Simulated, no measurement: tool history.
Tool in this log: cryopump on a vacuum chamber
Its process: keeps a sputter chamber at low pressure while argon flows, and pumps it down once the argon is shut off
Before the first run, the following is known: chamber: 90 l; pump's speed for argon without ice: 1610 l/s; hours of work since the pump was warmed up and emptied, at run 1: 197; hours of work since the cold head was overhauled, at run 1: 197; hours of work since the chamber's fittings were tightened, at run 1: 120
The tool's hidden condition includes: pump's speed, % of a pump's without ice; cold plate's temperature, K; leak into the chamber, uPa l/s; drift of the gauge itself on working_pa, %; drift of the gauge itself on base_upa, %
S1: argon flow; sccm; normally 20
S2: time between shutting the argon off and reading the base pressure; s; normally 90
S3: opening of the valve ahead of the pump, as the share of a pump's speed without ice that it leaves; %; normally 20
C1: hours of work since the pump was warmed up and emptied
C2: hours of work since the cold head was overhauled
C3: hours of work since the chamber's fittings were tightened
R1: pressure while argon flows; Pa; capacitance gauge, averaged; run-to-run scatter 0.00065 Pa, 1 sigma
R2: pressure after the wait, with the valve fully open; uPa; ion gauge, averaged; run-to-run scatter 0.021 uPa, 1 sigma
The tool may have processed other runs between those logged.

run	hour	S1	S2	S3	C1	C2	C3	R1	R2
1	0.0	20	90	20	197	197	120	0.1052	0.56
2	22.8	20	90	20	211	211	135	0.1068	0.54
3	38.0	20	90	20	221	221	144	0.1060	0.53
4	48.1	20	90	20	227	227	150	0.1062	0.53
5	59.4	19	90	20	234	234	158	0.1012	0.57
6	78.6	19	90	20	246	246	170	0.1013	0.54
7	101.6	19	90	20	261	261	184	0.1017	0.52
8	119.8	19	90	20	272	272	195	0.1005	0.57
9	143.1	20	90	20	287	287	210	0.1068	0.55
10	165.1	20	90	47	301	301	224	0.0462	0.59
11	187.3	20	90	47	314	314	238	0.0457	0.61
12	198.3	20	90	47	321	321	245	0.0466	0.57
13	209.4	20	90	47	328	328	252	0.0469	0.56
14	233.2	20	90	47	343	343	267	0.0467	0.58
15	257.1	20	90	47	358	358	282	0.0462	0.60
16	280.6	20	90	47	373	373	297	0.0474	0.61
17	301.1	20	90	47	386	386	309	0.0463	0.61
18	314.9	23	91	47	395	395	318	0.0544	0.63
19	332.0	20	231	21	405	405	329	0.1014	0.54
20	351.1	20	231	21	417	417	341	0.1020	0.57
21	368.3	25	231	54	428	428	352	0.0517	0.51
22	386.0	25	92	33	439	439	363	0.0834	0.66
23	400.8	24	217	33	449	449	372	0.0798	0.57
24	418.3	24	233	16	460	460	383	0.1597	0.57
25	435.2	9	76	16	470	470	394	0.0600	0.70
26	453.9	9	76	16	482	482	405	0.0595	0.76
27	475.8	11	90	22	496	496	419	0.0550	0.67
28	490.9	25	35	16	505	505	429	0.1682	1.04
29	504.1	20	90	22	513	513	437	0.0976	0.68
30	514.2	29	234	17	520	520	443	0.1823	0.57
31	532.7	18	44	26	531	531	455	0.0759	0.92
32	553.0	10	57	20	544	544	468	0.0542	0.92
33	573.2	10	57	20	557	557	480	0.0538	0.87
34	592.6	23	57	20	569	569	492	0.1237	0.93

Consider 4 possible next runs. They are alternatives, not a sequence: every one starts from the tool as it was left by run 34. What does each give?
A	610.0	22	90	24	580	580	503	?	?
B	610.0	27	90	20	580	580	503	?	?
C	610.0	10	256	43	580	580	503	?	?
D	610.0	20	162	20	580	580	503	?	?

run	R1	R2
A	0.1006	0.78
B	0.1458	0.75
C	0.0267	0.64
D	0.1086	0.68
With no hidden state in the tool, these same runs would have given:
run	R1	R2
A	0.0968	0.41
B	0.1412	0.37
C	0.0250	0.26
D	0.1052	0.30
